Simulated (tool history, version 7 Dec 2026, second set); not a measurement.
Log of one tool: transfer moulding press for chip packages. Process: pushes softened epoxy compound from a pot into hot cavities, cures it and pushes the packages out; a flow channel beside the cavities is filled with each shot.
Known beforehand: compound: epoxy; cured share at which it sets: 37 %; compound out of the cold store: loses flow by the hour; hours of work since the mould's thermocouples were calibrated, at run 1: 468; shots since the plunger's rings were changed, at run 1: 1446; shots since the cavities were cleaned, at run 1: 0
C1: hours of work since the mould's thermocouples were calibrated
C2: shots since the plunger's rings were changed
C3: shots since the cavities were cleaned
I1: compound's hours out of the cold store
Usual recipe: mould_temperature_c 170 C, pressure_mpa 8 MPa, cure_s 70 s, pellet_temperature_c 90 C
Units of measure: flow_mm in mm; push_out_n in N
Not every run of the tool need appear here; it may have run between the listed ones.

run 1 day=0 | mould_temperature_c=170 pressure_mpa=8 cure_s=70 pellet_temperature_c=90 | C1=468 C2=1446 C3=0 | I1=15.6 | flow_mm=606 push_out_n=614
-- day=1.629 cavities cleaned with cleaning compound and waxed
run 2 day=1.629 | mould_temperature_c=170 pressure_mpa=8 cure_s=70 pellet_temperature_c=90 | C1=485 C2=1917 C3=0 | I1=28.4 | flow_mm=577 push_out_n=594
run 3 day=3.054 | mould_temperature_c=170 pressure_mpa=8 cure_s=70 pellet_temperature_c=90 | C1=501 C2=2345 C3=428 | I1=8.4 | flow_mm=612 push_out_n=963
-- day=3.325 cavities cleaned with cleaning compound and waxed
-- day=5.021 cavities cleaned with cleaning compound and waxed
run 4 day=6.288 | mould_temperature_c=170 pressure_mpa=8 cure_s=70 pellet_temperature_c=90 | C1=536 C2=3279 C3=381 | I1=38.1 | flow_mm=552 push_out_n=862
-- day=6.65 cavities cleaned with cleaning compound and waxed
-- day=8.233 cavities cleaned with cleaning compound and waxed
run 5 day=8.25 | mould_temperature_c=170 pressure_mpa=8 cure_s=70 pellet_temperature_c=88 | C1=556 C2=3832 C3=5 | I1=30 | flow_mm=558 push_out_n=619
-- day=9.621 plunger's sealing rings changed
-- day=10.108 cavities cleaned with cleaning compound and waxed
run 6 day=10.471 | mould_temperature_c=170 pressure_mpa=8 cure_s=70 pellet_temperature_c=90 | C1=579 C2=237 C3=109 | I1=11.4 | flow_mm=628 push_out_n=726
-- day=11.812 cavities cleaned with cleaning compound and waxed
run 7 day=13.158 | mould_temperature_c=170 pressure_mpa=8 cure_s=70 pellet_temperature_c=90 | C1=608 C2=1025 C3=404 | I1=33.3 | flow_mm=572 push_out_n=881
-- day=13.638 cavities cleaned with cleaning compound and waxed
-- day=15.288 cavities cleaned with cleaning compound and waxed
run 8 day=15.5 | mould_temperature_c=170 pressure_mpa=8 cure_s=70 pellet_temperature_c=90 | C1=633 C2=1691 C3=63 | I1=9.5 | flow_mm=627 push_out_n=695
-- day=16.979 cavities cleaned with cleaning compound and waxed
run 9 day=18.217 | mould_temperature_c=170 pressure_mpa=8 cure_s=70 pellet_temperature_c=90 | C1=663 C2=2489 C3=372 | I1=15.6 | flow_mm=593 push_out_n=887
-- day=18.558 cavities cleaned with cleaning compound and waxed
-- day=20.254 cavities cleaned with cleaning compound and waxed
run 10 day=21.55 | mould_temperature_c=175 pressure_mpa=8 cure_s=70 pellet_temperature_c=90 | C1=698 C2=3453 C3=390 | I1=45.9 | flow_mm=517 push_out_n=768
-- day=21.912 cavities cleaned with cleaning compound and waxed
-- day=23.771 cavities cleaned with cleaning compound and waxed
-- day=24.417 plunger's sealing rings changed
run 11 day=24.812 | mould_temperature_c=175 pressure_mpa=8 cure_s=70 pellet_temperature_c=90 | C1=732 C2=119 C3=282 | I1=47.1 | flow_mm=539 push_out_n=646
-- day=25.475 cavities cleaned with cleaning compound and waxed
run 12 day=26.354 | mould_temperature_c=175 pressure_mpa=8 cure_s=70 pellet_temperature_c=91 | C1=749 C2=564 C3=264 | I1=28.2 | flow_mm=572 push_out_n=669
-- day=27.183 cavities cleaned with cleaning compound and waxed
run 13 day=28.667 | mould_temperature_c=175 pressure_mpa=8 cure_s=70 pellet_temperature_c=91 | C1=774 C2=1239 C3=445 | I1=34.6 | flow_mm=548 push_out_n=761
-- day=29.008 cavities cleaned with cleaning compound and waxed
-- day=30.696 cavities cleaned with cleaning compound and waxed
run 14 day=31.288 | mould_temperature_c=175 pressure_mpa=8 cure_s=70 pellet_temperature_c=91 | C1=802 C2=1990 C3=179 | I1=33.7 | flow_mm=557 push_out_n=609
-- day=32.45 cavities cleaned with cleaning compound and waxed
-- day=34.096 cavities cleaned with cleaning compound and waxed
run 15 day=34.646 | mould_temperature_c=175 pressure_mpa=8 cure_s=70 pellet_temperature_c=91 | C1=838 C2=2961 C3=165 | I1=35.7 | flow_mm=541 push_out_n=625
-- day=35.762 cavities cleaned with cleaning compound and waxed
run 16 day=36.604 | mould_temperature_c=169 pressure_mpa=7.86 cure_s=103 pellet_temperature_c=90 | C1=859 C2=3531 C3=254 | I1=20.8 | flow_mm=571 push_out_n=611
-- day=37.421 cavities cleaned with cleaning compound and waxed
-- day=39 plunger's sealing rings changed
-- day=39.3 cavities cleaned with cleaning compound and waxed
-- day=39.629 mould's thermocouples calibrated
run 17 day=40.142 | mould_temperature_c=177 pressure_mpa=6.08 cure_s=61 pellet_temperature_c=90 | C1=6 C2=299 C3=227 | I1=28.4 | flow_mm=495 push_out_n=742
-- day=41.204 cavities cleaned with cleaning compound and waxed
run 18 day=42.588 | mould_temperature_c=177 pressure_mpa=6.08 cure_s=79 pellet_temperature_c=90 | C1=32 C2=1016 C3=416 | I1=28.5 | flow_mm=493 push_out_n=687
-- day=42.917 cavities cleaned with cleaning compound and waxed
-- day=44.75 cavities cleaned with cleaning compound and waxed
run 19 day=45.525 | mould_temperature_c=170 pressure_mpa=8.87 cure_s=108 pellet_temperature_c=90 | C1=64 C2=1862 C3=234 | I1=20.5 | flow_mm=625 push_out_n=583
-- day=46.4 cavities cleaned with cleaning compound and waxed
run 20 day=47.233 | mould_temperature_c=178 pressure_mpa=6.06 cure_s=108 pellet_temperature_c=90 | C1=82 C2=2356 C3=251 | I1=21 | flow_mm=496 push_out_n=623
-- day=48.096 cavities cleaned with cleaning compound and waxed
run 21 day=48.842 | mould_temperature_c=175 pressure_mpa=8.35 cure_s=108 pellet_temperature_c=90 | C1=99 C2=2819 C3=223 | I1=31.5 | flow_mm=567 push_out_n=586
-- day=49.767 cavities cleaned with cleaning compound and waxed
run 22 day=50.521 | mould_temperature_c=162 pressure_mpa=6.1 cure_s=57 pellet_temperature_c=85 | C1=117 C2=3305 C3=225 | I1=10.3 | flow_mm=553 push_out_n=2480
-- day=51.512 cavities cleaned with cleaning compound and waxed
run 23 day=52.904 | mould_temperature_c=164 pressure_mpa=6.2 cure_s=102 pellet_temperature_c=95 | C1=143 C2=4003 C3=418 | I1=40.9 | flow_mm=489 push_out_n=741
-- day=53.192 cavities cleaned with cleaning compound and waxed
-- day=53.738 plunger's sealing rings changed
run 24 day=54.508 | mould_temperature_c=167 pressure_mpa=7.11 cure_s=102 pellet_temperature_c=95 | C1=159 C2=233 C3=365 | I1=28 | flow_mm=559 push_out_n=678
-- day=55.1 cavities cleaned with cleaning compound and waxed
run 25 day=56.238 | mould_temperature_c=170 pressure_mpa=8 cure_s=59 pellet_temperature_c=90 | C1=178 C2=733 C3=342 | I1=36.7 | flow_mm=572 push_out_n=1301

Measured minus without-hidden-state, run by run (identical run-to-run variation in each term; gauge scatter may differ):
Hidden state at play: true mould temperature over the reading, C; pressure that reaches the compound, % of what is set; grip of the stained cavities, % over clean ones'; drift of the gauge itself on flow_mm, %; drift of the gauge itself on push_out_n, %.
run=1 flow_mm=-11 push_out_n=-19
run=2 flow_mm=-14 push_out_n=-27
run=3 flow_mm=-19 push_out_n=+315
run=4 flow_mm=-23 push_out_n=+269
run=5 flow_mm=-27 push_out_n=-14
run=6 flow_mm=-5 push_out_n=+88
run=7 flow_mm=-10 push_out_n=+285
run=8 flow_mm=-16 push_out_n=+42
run=9 flow_mm=-20 push_out_n=+263
run=10 flow_mm=-23 push_out_n=+272
run=11 flow_mm=-3 push_out_n=+183
run=12 flow_mm=-7 push_out_n=+191
run=13 flow_mm=-11 push_out_n=+282
run=14 flow_mm=-16 push_out_n=+118
run=15 flow_mm=-22 push_out_n=+125
run=16 flow_mm=-27 push_out_n=+171
run=17 flow_mm=-2 push_out_n=+197
run=18 flow_mm=-6 push_out_n=+254
run=19 flow_mm=-13 push_out_n=+157
run=20 flow_mm=-13 push_out_n=+177
run=21 flow_mm=-18 push_out_n=+163
run=22 flow_mm=-20 push_out_n=+647
run=23 flow_mm=-22 push_out_n=+272
run=24 flow_mm=-2 push_out_n=+232
run=25 flow_mm=-6 push_out_n=+419
